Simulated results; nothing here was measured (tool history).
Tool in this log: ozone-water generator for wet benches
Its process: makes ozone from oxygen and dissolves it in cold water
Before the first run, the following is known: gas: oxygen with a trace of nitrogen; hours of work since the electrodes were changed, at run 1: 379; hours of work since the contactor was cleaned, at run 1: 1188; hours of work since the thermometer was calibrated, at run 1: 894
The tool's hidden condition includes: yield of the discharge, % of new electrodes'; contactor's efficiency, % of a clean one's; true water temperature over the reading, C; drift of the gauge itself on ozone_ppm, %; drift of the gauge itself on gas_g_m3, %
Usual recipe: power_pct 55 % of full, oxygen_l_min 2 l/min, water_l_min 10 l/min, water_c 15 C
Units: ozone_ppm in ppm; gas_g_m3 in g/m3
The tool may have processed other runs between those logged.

| run | hour | power_pct | oxygen_l_min | water_l_min | water_c | hours of work since the electrodes were changed | hours of work since the contactor was cleaned | hours of work since the thermometer was calibrated | ozone_ppm | gas_g_m3 |
|---|---|---|---|---|---|---|---|---|---|---|
| 1 | 0 | 55 | 2 | 10 | 15 | 379 | 1188 | 894 | 17.1 | 160.5 |
| 2 | 52.4 | 55 | 2 | 10 | 15 | 431 | 1240 | 946 | 17 | 160 |
| 3 | 120.4 | 55 | 2 | 10 | 15 | 498 | 1307 | 1013 | 16.8 | 160.5 |
| 4 | 209.7 | 55 | 2 | 10 | 15 | 586 | 1395 | 1101 | 17.1 | 160.3 |
| 5 | 254.1 | 55 | 2 | 10 | 15 | 630 | 1438 | 1145 | 16.9 | 161.3 |
| 6 | 317.9 | 55 | 2 | 10 | 15 | 692 | 1501 | 1208 | 16.9 | 160.3 |
| 7 | 387.9 | 55 | 2 | 10 | 15 | 761 | 1570 | 1276 | 17 | 160.2 |
| 8 | 474.5 | 55 | 2 | 10 | 15 | 847 | 1656 | 1362 | 16.8 | 158.9 |
| 9 | 536.3 | 55 | 2 | 10 | 15 | 908 | 1717 | 1423 | 16.8 | 158.3 |
| 10 | 608.2 | 55 | 2 | 10 | 15 | 979 | 1787 | 1494 | 16.8 | 158.6 |
| 11 | 651.1 | 55 | 1.15 | 10 | 15 | 1021 | 1830 | 1536 | 14.4 | 196.5 |
| 12 | 738.6 | 55 | 1.15 | 10 | 15 | 1107 | 1916 | 1622 | 14.5 | 199.4 |
| 13 | 797.7 | 55 | 1.15 | 10 | 15 | 1165 | 1974 | 1680 | 14.2 | 199.2 |
| 14 | 849 | 55 | 1.15 | 10 | 15 | 1216 | 2025 | 1731 | 14.1 | 197.5 |
| 15 | 900 | 55 | 1.15 | 10 | 15 | 1266 | 2075 | 1781 | 14.1 | 195.6 |
| 16 | 965 | 55 | 3.28 | 10 | 15 | 1330 | 2139 | 1845 | 18.3 | 130.2 |
| 17 | 1016.5 | 55 | 3.28 | 10 | 15 | 1381 | 2190 | 1896 | 18 | 128.5 |
| 18 | 1065.1 | 55 | 2.23 | 15 | 19 | 1429 | 2238 | 1944 | 11 | 151.3 |
| 19 | 1114.6 | 41 | 1.4 | 12 | 9 | 1478 | 2286 | 1993 | 10.7 | 147.3 |
| 20 | 1158.8 | 55 | 2.27 | 10 | 7 | 1521 | 2330 | 2036 | 18.6 | 147.8 |
| 21 | 1223.4 | 53 | 1.75 | 11 | 19 | 1585 | 2394 | 2100 | 13.8 | 162 |
| 22 | 1321.3 | 53 | 1.75 | 11 | 19 | 1681 | 2490 | 2196 | 13.7 | 160.7 |
| 23 | 1408.8 | 77 | 1.75 | 11 | 19 | 1767 | 2576 | 2282 | 17.9 | 210.4 |
| 24 | 1490.1 | 55 | 2 | 10 | 21 | 1848 | 2656 | 2363 | 15.4 | 156.5 |
| 25 | 1542.3 | 46 | 1.29 | 9 | 23 | 1899 | 2708 | 2414 | 13.1 | 161.4 |
| 26 | 1620.8 | 55 | 2 | 7 | 15 | 1976 | 2785 | 2491 | 22.4 | 155.1 |
| 27 | 1692.3 | 76 | 2.46 | 11 | 14 | 2047 | 2856 | 2562 | 20 | 181.3 |
| 28 | 1753.4 | 76 | 3.56 | 11 | 9 | 2107 | 2916 | 2622 | 23.2 | 156.7 |
| 29 | 1815 | 76 | 3.56 | 11 | 9 | 2168 | 2976 | 2683 | 23 | 155.6 |
| 30 | 1902 | 76 | 3.56 | 13 | 8 | 2253 | 3062 | 2769 | 19.8 | 155.7 |
| 31 | 1973.7 | 55 | 2 | 8 | 15 | 2324 | 3133 | 2839 | 19.9 | 156.3 |
| 32 | 2047.1 | 56 | 2.94 | 7 | 15 | 2396 | 3205 | 2911 | 23 | 133.8 |

Run by run, hidden condition taken away, random variation retained:
| run | ozone_ppm | gas_g_m3 |
|---|---|---|
| 1 | 17.2 | 161.4 |
| 2 | 17.2 | 161 |
| 3 | 17.1 | 161.7 |
| 4 | 17.4 | 161.8 |
| 5 | 17.2 | 163 |
| 6 | 17.1 | 162.1 |
| 7 | 17.3 | 162.2 |
| 8 | 17.1 | 161.1 |
| 9 | 17.1 | 160.6 |
| 10 | 17.2 | 161.2 |
| 11 | 14.7 | 199.9 |
| 12 | 14.8 | 203.1 |
| 13 | 14.6 | 203.2 |
| 14 | 14.5 | 201.6 |
| 15 | 14.5 | 199.9 |
| 16 | 18.8 | 133.1 |
| 17 | 18.5 | 131.6 |
| 18 | 11.4 | 155.1 |
| 19 | 10.9 | 150 |
| 20 | 19.2 | 151.7 |
| 21 | 14.2 | 166.4 |
| 22 | 14.2 | 165.3 |
| 23 | 18.8 | 219.1 |
| 24 | 16 | 161.6 |
| 25 | 13.5 | 166 |
| 26 | 23.3 | 160.6 |
| 27 | 21.2 | 189.9 |
| 28 | 24.6 | 164.3 |
| 29 | 24.3 | 163.5 |
| 30 | 21.1 | 163.9 |
| 31 | 20.8 | 162.9 |
| 32 | 24.2 | 139.6 |

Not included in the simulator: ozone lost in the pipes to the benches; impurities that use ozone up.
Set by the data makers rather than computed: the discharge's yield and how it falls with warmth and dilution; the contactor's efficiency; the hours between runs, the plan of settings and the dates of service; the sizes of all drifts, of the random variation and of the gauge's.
